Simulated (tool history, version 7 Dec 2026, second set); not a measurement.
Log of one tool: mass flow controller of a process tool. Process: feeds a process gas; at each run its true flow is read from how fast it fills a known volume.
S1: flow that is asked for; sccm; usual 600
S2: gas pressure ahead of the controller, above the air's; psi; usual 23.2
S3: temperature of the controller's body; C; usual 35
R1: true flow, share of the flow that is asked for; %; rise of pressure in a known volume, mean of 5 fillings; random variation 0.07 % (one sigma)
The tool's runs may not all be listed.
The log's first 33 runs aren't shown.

| run | hour | S1 | S2 | S3 | R1 |
|---|---|---|---|---|---|
| 34 | 6327.0 | 234 | 37.4 | 20 | 98.48 |
| 35 | 6543.2 | 355 | 22.9 | 40 | 97.82 |
| 36 | 6729.6 | 195 | 23.2 | 37 | 96.00 |
| 37 | 6991.8 | 195 | 27.8 | 36 | 96.09 |
| 38 | 7199.0 | 195 | 27.8 | 36 | 96.18 |
| 39 | 7420.9 | 138 | 31.8 | 26 | 95.01 |
| 40 | 7527.7 | 860 | 26.3 | 23 | 101.04 |
| 41 | 7759.2 | 187 | 26.3 | 23 | 96.76 |

Run 42 comes next. What will it give?
| 42 | 7957.3 | 446 | 20.9 | 35 | ? |

Run 42 gave R1 98.75 %.
Without the tool's hidden state the same run would have given R1 98.70 %.
